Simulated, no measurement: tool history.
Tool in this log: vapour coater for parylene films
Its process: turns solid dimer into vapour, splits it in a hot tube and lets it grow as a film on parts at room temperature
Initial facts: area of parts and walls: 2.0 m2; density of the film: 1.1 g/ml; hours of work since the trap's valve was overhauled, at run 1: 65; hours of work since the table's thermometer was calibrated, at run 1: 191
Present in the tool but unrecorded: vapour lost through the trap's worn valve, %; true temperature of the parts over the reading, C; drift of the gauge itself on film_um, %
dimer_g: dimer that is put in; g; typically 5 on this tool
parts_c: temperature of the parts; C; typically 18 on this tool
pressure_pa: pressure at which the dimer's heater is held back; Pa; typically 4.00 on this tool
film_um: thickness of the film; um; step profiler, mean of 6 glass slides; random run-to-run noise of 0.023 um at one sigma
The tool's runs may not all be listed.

| run | day | dimer_g | parts_c | pressure_pa | hours of work since the trap's valve was overhauled | hours of work since the table's thermometer was calibrated | film_um |
|---|---|---|---|---|---|---|---|
| 1 | 0.000 | 5 | 18 | 4.00 | 65 | 191 | 1.28 |
| 2 | 0.358 | 5 | 18 | 4.00 | 71 | 197 | 1.32 |
| 3 | 0.883 | 5 | 18 | 8.43 | 81 | 207 | 1.10 |
| 4 | 1.521 | 5 | 18 | 4.00 | 93 | 219 | 1.28 |
| 5 | 1.921 | 5 | 18 | 4.00 | 100 | 226 | 1.27 |
| 6 | 2.500 | 5 | 18 | 4.00 | 111 | 237 | 1.22 |
| 7 | 2.883 | 5 | 18 | 4.00 | 118 | 244 | 1.22 |
| 8 | 3.196 | 5 | 18 | 4.00 | 124 | 250 | 1.27 |
| 9 | 3.692 | 5 | 17 | 4.00 | 133 | 259 | 1.32 |
| 10 | 4.029 | 5 | 17 | 4.00 | 139 | 265 | 1.29 |
| 11 | 4.558 | 5 | 17 | 4.00 | 149 | 275 | 1.25 |
| 12 | 4.967 | 3 | 18 | 4.00 | 156 | 282 | 0.75 |
| 13 | 5.300 | 3 | 18 | 4.00 | 163 | 288 | 0.74 |
| 14 | 5.725 | 3 | 18 | 4.00 | 170 | 296 | 0.74 |
| 15 | 6.312 | 3 | 18 | 4.00 | 181 | 307 | 0.72 |
| 16 | 6.608 | 3 | 18 | 4.00 | 187 | 313 | 0.74 |
|  | 6.683 | table's thermometer calibrated |
| 17 | 7.167 | 3 | 18 | 4.00 | 196 | 9 | 0.73 |
| 18 | 7.825 | 5 | 18 | 4.00 | 208 | 21 | 1.22 |
| 19 | 8.312 | 5 | 18 | 4.00 | 217 | 30 | 1.22 |
| 20 | 8.788 | 5 | 18 | 4.00 | 226 | 39 | 1.19 |
| 21 | 9.288 | 5 | 18 | 4.00 | 235 | 48 | 1.19 |
| 22 | 9.767 | 2 | 21 | 4.00 | 244 | 57 | 0.42 |
|  | 10.471 | trap's valve overhauled |
| 23 | 10.475 | 2 | 21 | 3.09 | 0 | 67 | 0.46 |
|  | 10.558 | table's thermometer calibrated, once more |
| 24 | 10.846 | 2 | 20 | 2.75 | 6 | 5 | 0.52 |
| 25 | 11.350 | 5 | 12 | 5.46 | 15 | 15 | 1.58 |
| 26 | 11.850 | 5 | 12 | 2.47 | 25 | 24 | 1.80 |
| 27 | 12.342 | 5 | 12 | 2.47 | 34 | 33 | 1.83 |
| 28 | 12.612 | 3 | 12 | 4.23 | 39 | 38 | 1.01 |
| 29 | 13.254 | 3 | 12 | 4.23 | 51 | 50 | 0.97 |
| 30 | 13.792 | 3 | 12 | 4.23 | 60 | 60 | 0.99 |
| 31 | 14.125 | 4 | 18 | 10.74 | 67 | 66 | 0.83 |
| 32 | 14.446 | 5 | 23 | 10.74 | 73 | 72 | 0.88 |
| 33 | 15.079 | 4 | 12 | 3.11 | 84 | 83 | 1.35 |
| 34 | 15.683 | 4 | 12 | 3.11 | 95 | 95 | 1.35 |
| 35 | 15.975 | 4 | 12 | 3.11 | 101 | 100 | 1.33 |
| 36 | 16.525 | 4 | 18 | 5.42 | 111 | 110 | 0.95 |
| 37 | 17.083 | 4 | 18 | 5.42 | 121 | 120 | 0.94 |
| 38 | 17.550 | 2 | 17 | 4.00 | 130 | 129 | 0.53 |
| 39 | 17.996 | 2 | 17 | 4.00 | 138 | 137 | 0.53 |

Entry by entry between the runs, the difference in hidden state between the last listed run before and the first listed run after:
Run 16 -> run 17: table's thermometer calibrated (day 6.683)
  vapour lost through the trap's worn valve, %: 7.4 -> 7.8; true temperature of the parts over the reading, C: 0.08 -> 0.09
  measured minus no-state result, film_um: -0.06 -> -0.06 um
Run 22 -> run 23: trap's valve overhauled (day 10.471)
  vapour lost through the trap's worn valve, %: 9.6 -> 0.3; true temperature of the parts over the reading, C: 0.11 -> 0.12
  measured minus no-state result, film_um: -0.05 -> +0.00 um
Run 23 -> run 24: table's thermometer calibrated, once more (day 10.558)
  vapour lost through the trap's worn valve, %: 0.3 -> 0.6; true temperature of the parts over the reading, C: 0.12 -> -0.23
  measured minus no-state result, film_um: +0.00 -> +0.01 um
